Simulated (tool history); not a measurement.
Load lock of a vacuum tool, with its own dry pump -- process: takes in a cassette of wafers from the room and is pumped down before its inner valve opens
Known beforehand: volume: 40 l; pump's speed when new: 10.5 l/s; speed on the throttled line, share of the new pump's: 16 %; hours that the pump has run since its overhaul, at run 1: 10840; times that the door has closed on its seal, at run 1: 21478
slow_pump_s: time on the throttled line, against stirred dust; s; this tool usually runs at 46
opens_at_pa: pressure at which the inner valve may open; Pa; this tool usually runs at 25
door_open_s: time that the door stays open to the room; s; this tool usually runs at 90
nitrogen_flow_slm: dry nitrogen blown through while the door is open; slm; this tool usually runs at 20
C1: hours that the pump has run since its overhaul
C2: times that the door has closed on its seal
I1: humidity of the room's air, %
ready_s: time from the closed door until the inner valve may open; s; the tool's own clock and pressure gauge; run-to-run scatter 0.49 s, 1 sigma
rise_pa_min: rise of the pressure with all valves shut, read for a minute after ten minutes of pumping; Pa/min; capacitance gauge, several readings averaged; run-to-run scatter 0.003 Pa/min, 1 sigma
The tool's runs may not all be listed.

run 1 day=0.000 | slow_pump_s=46 opens_at_pa=25 door_open_s=90 nitrogen_flow_slm=20 | C1=10840 C2=21478 | I1=46.7 | ready_s=77.1 rise_pa_min=0.142
run 2 day=7.654 | slow_pump_s=46 opens_at_pa=25 door_open_s=91 nitrogen_flow_slm=20 | C1=11024 C2=21980 | I1=44.5 | ready_s=77.9 rise_pa_min=0.145
run 3 day=16.292 | slow_pump_s=41 opens_at_pa=25 door_open_s=90 nitrogen_flow_slm=20 | C1=11231 C2=22547 | I1=44.0 | ready_s=73.6 rise_pa_min=0.154
run 4 day=28.438 | slow_pump_s=41 opens_at_pa=25 door_open_s=90 nitrogen_flow_slm=20 | C1=11523 C2=23343 | I1=42.8 | ready_s=74.5 rise_pa_min=0.149
run 5 day=37.971 | slow_pump_s=46 opens_at_pa=25 door_open_s=90 nitrogen_flow_slm=20 | C1=11752 C2=23968 | I1=46.0 | ready_s=78.2 rise_pa_min=0.168
-- day=46.988 dry pump taken out, an overhauled one fitted
-- day=48.221 door's seal changed, seat wiped
run 6 day=51.358 | slow_pump_s=46 opens_at_pa=25 door_open_s=90 nitrogen_flow_slm=8 | C1=103 C2=206 | I1=45.1 | ready_s=70.5 rise_pa_min=0.054
run 7 day=63.012 | slow_pump_s=46 opens_at_pa=25 door_open_s=90 nitrogen_flow_slm=20 | C1=383 C2=970 | I1=44.8 | ready_s=71.0 rise_pa_min=0.036
run 8 day=70.038 | slow_pump_s=46 opens_at_pa=25 door_open_s=90 nitrogen_flow_slm=20 | C1=552 C2=1431 | I1=45.6 | ready_s=70.3 rise_pa_min=0.037
run 9 day=76.483 | slow_pump_s=46 opens_at_pa=22 door_open_s=90 nitrogen_flow_slm=20 | C1=706 C2=1853 | I1=47.5 | ready_s=70.9 rise_pa_min=0.046
run 10 day=87.871 | slow_pump_s=46 opens_at_pa=25 door_open_s=90 nitrogen_flow_slm=20 | C1=980 C2=2600 | I1=48.1 | ready_s=70.7 rise_pa_min=0.045
run 11 day=99.196 | slow_pump_s=46 opens_at_pa=25 door_open_s=101 nitrogen_flow_slm=20 | C1=1252 C2=3343 | I1=44.4 | ready_s=71.8 rise_pa_min=0.040
run 12 day=110.554 | slow_pump_s=46 opens_at_pa=25 door_open_s=101 nitrogen_flow_slm=20 | C1=1524 C2=4087 | I1=46.5 | ready_s=71.7 rise_pa_min=0.051
run 13 day=119.725 | slow_pump_s=46 opens_at_pa=25 door_open_s=101 nitrogen_flow_slm=20 | C1=1744 C2=4689 | I1=43.2 | ready_s=71.0 rise_pa_min=0.047
run 14 day=127.862 | slow_pump_s=79 opens_at_pa=27 door_open_s=86 nitrogen_flow_slm=27 | C1=1940 C2=5222 | I1=46.4 | ready_s=99.1 rise_pa_min=0.038
run 15 day=134.654 | slow_pump_s=79 opens_at_pa=27 door_open_s=86 nitrogen_flow_slm=27 | C1=2103 C2=5668 | I1=47.3 | ready_s=98.8 rise_pa_min=0.051
run 16 day=145.429 | slow_pump_s=31 opens_at_pa=27 door_open_s=86 nitrogen_flow_slm=5 | C1=2361 C2=6374 | I1=46.5 | ready_s=59.2 rise_pa_min=0.083
run 17 day=153.758 | slow_pump_s=34 opens_at_pa=37 door_open_s=45 nitrogen_flow_slm=9 | C1=2561 C2=6920 | I1=42.2 | ready_s=59.5 rise_pa_min=0.052
run 18 day=165.712 | slow_pump_s=49 opens_at_pa=46 door_open_s=65 nitrogen_flow_slm=23 | C1=2848 C2=7704 | I1=47.1 | ready_s=71.6 rise_pa_min=0.047
run 19 day=176.950 | slow_pump_s=77 opens_at_pa=26 door_open_s=90 nitrogen_flow_slm=20 | C1=3118 C2=8441 | I1=43.5 | ready_s=97.1 rise_pa_min=0.058
run 20 day=186.250 | slow_pump_s=34 opens_at_pa=26 door_open_s=90 nitrogen_flow_slm=4 | C1=3341 C2=9051 | I1=46.2 | ready_s=62.5 rise_pa_min=0.095
run 21 day=193.404 | slow_pump_s=35 opens_at_pa=30 door_open_s=34 nitrogen_flow_slm=15 | C1=3512 C2=9520 | I1=45.9 | ready_s=63.3 rise_pa_min=0.056

How would selected steps in ready_s from run to run divide? Give the signed amount a tool lacking its hidden state would still show from settings, what came in and random variation, and the signed amount left for the hidden state, including any gauge scatter that is not in both of the compared results.
Hidden state at play: pump's speed, % of a new pump's; leak at the door's seal, Pa l/s; drift of the gauge itself on ready_s, %; drift of the gauge itself on rise_pa_min, %.
Run 5 -> 6: nitrogen_flow_slm 20 -> 8, dry pump taken out, an overhauled one fitted, door's seal changed, seat wiped. ready_s -7.7 s: hidden state -7.8, all else +0.1.
Run 15 -> 16: slow_pump_s 79 -> 31, nitrogen_flow_slm 27 -> 5. ready_s -39.6 s: hidden state +0.6, all else -40.2.
Run 19 -> 20: slow_pump_s 77 -> 34, nitrogen_flow_slm 20 -> 4. ready_s -34.6 s: hidden state +0.8, all else -35.4.

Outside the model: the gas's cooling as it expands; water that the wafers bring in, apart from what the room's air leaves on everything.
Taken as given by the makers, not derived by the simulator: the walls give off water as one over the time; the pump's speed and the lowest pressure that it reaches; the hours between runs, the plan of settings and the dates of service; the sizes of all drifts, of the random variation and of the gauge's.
